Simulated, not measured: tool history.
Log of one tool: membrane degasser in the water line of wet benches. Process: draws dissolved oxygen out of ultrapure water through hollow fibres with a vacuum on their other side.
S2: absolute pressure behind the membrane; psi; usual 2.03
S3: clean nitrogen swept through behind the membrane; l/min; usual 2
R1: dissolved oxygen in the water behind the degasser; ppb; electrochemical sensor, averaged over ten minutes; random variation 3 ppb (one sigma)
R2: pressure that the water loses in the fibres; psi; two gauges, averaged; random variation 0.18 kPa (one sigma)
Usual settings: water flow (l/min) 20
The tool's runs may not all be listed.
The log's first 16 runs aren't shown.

Run 17, hour 1007.5: usual settings but S2 4.66 psi, S3 1.23 l/min. Result: R1 999.1 ppb, R2 4.556 psi.
Run 18, hour 1066.6: usual settings but water flow (l/min) 14, S3 0.98 l/min. Result: R1 344.1 ppb, R2 3.195 psi.
Run 19, hour 1112.4: usual settings but water flow (l/min) 14, S3 0.98 l/min. Result: R1 355.5 ppb, R2 3.178 psi.
Run 20, hour 1174.2: usual settings but water flow (l/min) 24, S2 2.32 psi, S3 4.91 l/min. Result: R1 247.7 ppb, R2 5.507 psi.
Run 21, hour 1255.4: usual settings but water flow (l/min) 14, S2 4.82 psi, S3 0.93 l/min. Result: R1 941 ppb, R2 3.202 psi.
Run 22, hour 1312.9: usual settings but water flow (l/min) 14, S2 4.82 psi, S3 0.93 l/min. Result: R1 938.4 ppb, R2 3.202 psi.
Run 23, hour 1376.6: usual settings but water flow (l/min) 15, S2 3.63 psi, S3 2.92 l/min. Result: R1 278.7 ppb, R2 3.439 psi.
Run 24, hour 1450.8: usual settings but S2 4.55 psi, S3 2.1 l/min. Result: R1 648.6 ppb, R2 4.567 psi.
Run 25, hour 1506.5: usual settings but S2 4.55 psi, S3 2.1 l/min. Result: R1 643.3 ppb, R2 4.547 psi.
Run 26, hour 1551.7: usual settings but water flow (l/min) 23, S2 3.64 psi, S3 4.74 l/min. Result: R1 335 ppb, R2 5.214 psi.
Run 27, hour 1625.5: usual settings but water flow (l/min) 23, S2 1.31 psi, S3 3.1 l/min. Result: R1 193.1 ppb, R2 5.25 psi.
Run 28, hour 1667.2: usual settings but water flow (l/min) 23, S2 1.31 psi, S3 3.1 l/min. Result: R1 190.9 ppb, R2 5.247 psi.
Run 29, hour 1743.1: usual settings but S2 1.41 psi, S3 2.98 l/min. Result: R1 152.6 ppb, R2 4.567 psi.
Run 30, hour 1778.7: usual settings but S2 1.41 psi, S3 2.98 l/min. Result: R1 154.5 ppb, R2 4.564 psi.
Run 31, hour 1860.1: usual settings but water flow (l/min) 17, S2 1.23 psi, S3 1.36 l/min. Result: R1 174.1 ppb, R2 3.858 psi.

Forecast each of these 5 alternatives for the next run:
Run A, hour 1898.5: usual settings but water flow (l/min) 15, S3 4.78 l/min. Result: R1 ?, R2 ?.
Run B, hour 1898.5: usual settings but water flow (l/min) 16, S2 2.52 psi, S3 5.87 l/min. Result: R1 ?, R2 ?.
Run C, hour 1898.5: usual settings but water flow (l/min) 22, S2 4.16 psi, S3 4.25 l/min. Result: R1 ?, R2 ?.
Run D, hour 1898.5: usual settings but water flow (l/min) 14, S2 3.52 psi. Result: R1 ?, R2 ?.
Run E, hour 1898.5: usual settings but water flow (l/min) 15, S2 2.22 psi, S3 1.36 l/min. Result: R1 ?, R2 ?.

run     R1     R2
  A   94.5  3.414
  B  109.8  3.635
  C  376.9  5.039
  D    353   3.16
  E  309.1  3.404
Without the tool's hidden state the same runs would have given:
run     R1     R2
  A   94.5  3.413
  B  109.7  3.635
  C  376.7  5.037
  D  352.8  3.159
  E    309  3.403

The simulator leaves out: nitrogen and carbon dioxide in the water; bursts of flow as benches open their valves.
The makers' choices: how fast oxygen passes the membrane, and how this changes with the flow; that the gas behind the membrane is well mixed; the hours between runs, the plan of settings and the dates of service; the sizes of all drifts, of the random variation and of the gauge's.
